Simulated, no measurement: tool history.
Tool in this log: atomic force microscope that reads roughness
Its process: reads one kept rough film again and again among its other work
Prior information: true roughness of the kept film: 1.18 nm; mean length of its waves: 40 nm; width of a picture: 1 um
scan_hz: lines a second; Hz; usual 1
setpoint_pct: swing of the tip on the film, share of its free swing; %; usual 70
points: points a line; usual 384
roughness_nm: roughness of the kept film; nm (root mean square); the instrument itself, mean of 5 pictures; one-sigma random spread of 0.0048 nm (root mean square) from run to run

{"run": 1, "day": 0.0, "scan_hz": 1, "setpoint_pct": 70, "points": 384, "roughness_nm": 1.096}
{"run": 2, "day": 0.596, "scan_hz": 1, "setpoint_pct": 57, "points": 384, "roughness_nm": 1.122}
{"run": 3, "day": 1.092, "scan_hz": 1, "setpoint_pct": 57, "points": 384, "roughness_nm": 1.124}
{"run": 4, "day": 1.862, "scan_hz": 1, "setpoint_pct": 70, "points": 384, "roughness_nm": 1.097}
{"run": 5, "day": 2.608, "scan_hz": 1, "setpoint_pct": 70, "points": 384, "roughness_nm": 1.1}
{"day": 2.704, "done": "new tip fitted"}
{"run": 6, "day": 3.133, "scan_hz": 1, "setpoint_pct": 79, "points": 384, "roughness_nm": 1.072}
{"run": 7, "day": 3.55, "scan_hz": 1, "setpoint_pct": 87, "points": 384, "roughness_nm": 1.041}
{"run": 8, "day": 4.267, "scan_hz": 1, "setpoint_pct": 87, "points": 384, "roughness_nm": 1.038}
{"run": 9, "day": 4.742, "scan_hz": 1, "setpoint_pct": 87, "points": 384, "roughness_nm": 1.051}
{"run": 10, "day": 5.521, "scan_hz": 1, "setpoint_pct": 87, "points": 384, "roughness_nm": 1.043}
{"run": 11, "day": 6.3, "scan_hz": 1, "setpoint_pct": 83, "points": 384, "roughness_nm": 1.057}
{"day": 6.462, "done": "new tip fitted"}
{"run": 12, "day": 7.025, "scan_hz": 1, "setpoint_pct": 59, "points": 384, "roughness_nm": 1.11}
{"run": 13, "day": 7.6, "scan_hz": 1, "setpoint_pct": 70, "points": 514, "roughness_nm": 1.098}
{"run": 14, "day": 7.925, "scan_hz": 1, "setpoint_pct": 70, "points": 384, "roughness_nm": 1.095}
{"run": 15, "day": 8.671, "scan_hz": 1, "setpoint_pct": 89, "points": 384, "roughness_nm": 1.034}
{"run": 16, "day": 9.096, "scan_hz": 1, "setpoint_pct": 89, "points": 731, "roughness_nm": 1.046}
{"run": 17, "day": 9.5, "scan_hz": 1, "setpoint_pct": 89, "points": 731, "roughness_nm": 1.047}
{"run": 18, "day": 9.971, "scan_hz": 1, "setpoint_pct": 89, "points": 731, "roughness_nm": 1.045}
{"day": 10.221, "done": "new tip fitted"}
{"run": 19, "day": 10.354, "scan_hz": 1, "setpoint_pct": 73, "points": 437, "roughness_nm": 1.091}
{"run": 20, "day": 10.829, "scan_hz": 2.31, "setpoint_pct": 68, "points": 262, "roughness_nm": 1.061}
{"run": 21, "day": 11.212, "scan_hz": 2.31, "setpoint_pct": 80, "points": 547, "roughness_nm": 0.998}
{"run": 22, "day": 11.946, "scan_hz": 2.31, "setpoint_pct": 80, "points": 547, "roughness_nm": 0.993}
{"run": 23, "day": 12.317, "scan_hz": 0.66, "setpoint_pct": 62, "points": 666, "roughness_nm": 1.123}
{"run": 24, "day": 12.779, "scan_hz": 0.65, "setpoint_pct": 80, "points": 384, "roughness_nm": 1.099}
{"run": 25, "day": 13.125, "scan_hz": 1.32, "setpoint_pct": 88, "points": 326, "roughness_nm": 1.012}
{"run": 26, "day": 13.488, "scan_hz": 1.32, "setpoint_pct": 88, "points": 326, "roughness_nm": 1.008}
{"day": 13.954, "done": "new tip fitted"}
{"run": 27, "day": 14.233, "scan_hz": 0.96, "setpoint_pct": 57, "points": 682, "roughness_nm": 1.126}
{"run": 28, "day": 14.712, "scan_hz": 3.66, "setpoint_pct": 71, "points": 362, "roughness_nm": 1.002}
{"run": 29, "day": 15.042, "scan_hz": 3.66, "setpoint_pct": 71, "points": 362, "roughness_nm": 1.005}
{"run": 30, "day": 15.658, "scan_hz": 3.66, "setpoint_pct": 71, "points": 362, "roughness_nm": 0.997}
{"run": 31, "day": 16.038, "scan_hz": 0.56, "setpoint_pct": 77, "points": 384, "roughness_nm": 1.115}
{"run": 32, "day": 16.562, "scan_hz": 1, "setpoint_pct": 62, "points": 384, "roughness_nm": 1.116}
{"run": 33, "day": 17.279, "scan_hz": 0.5, "setpoint_pct": 60, "points": 384, "roughness_nm": 1.121}
{"day": 17.688, "done": "new tip fitted"}
{"run": 34, "day": 17.954, "scan_hz": 2.47, "setpoint_pct": 63, "points": 700, "roughness_nm": 1.079}
{"run": 35, "day": 18.704, "scan_hz": 1.4, "setpoint_pct": 63, "points": 333, "roughness_nm": 1.105}

Here are 3 independent what-if runs from the current tool condition. What would each one return?
{"run": "A", "day": 19.3, "scan_hz": 1, "setpoint_pct": 82, "points": 774, "roughness_nm": "?"}
{"run": "B", "day": 19.3, "scan_hz": 1.93, "setpoint_pct": 63, "points": 447, "roughness_nm": "?"}
{"run": "C", "day": 19.3, "scan_hz": 1, "setpoint_pct": 86, "points": 742, "roughness_nm": "?"}

run=A roughness_nm=1.074
run=B roughness_nm=1.089
run=C roughness_nm=1.059
Without the tool's hidden state the same runs would have given:
run=A roughness_nm=1.075
run=B roughness_nm=1.091
run=C roughness_nm=1.061
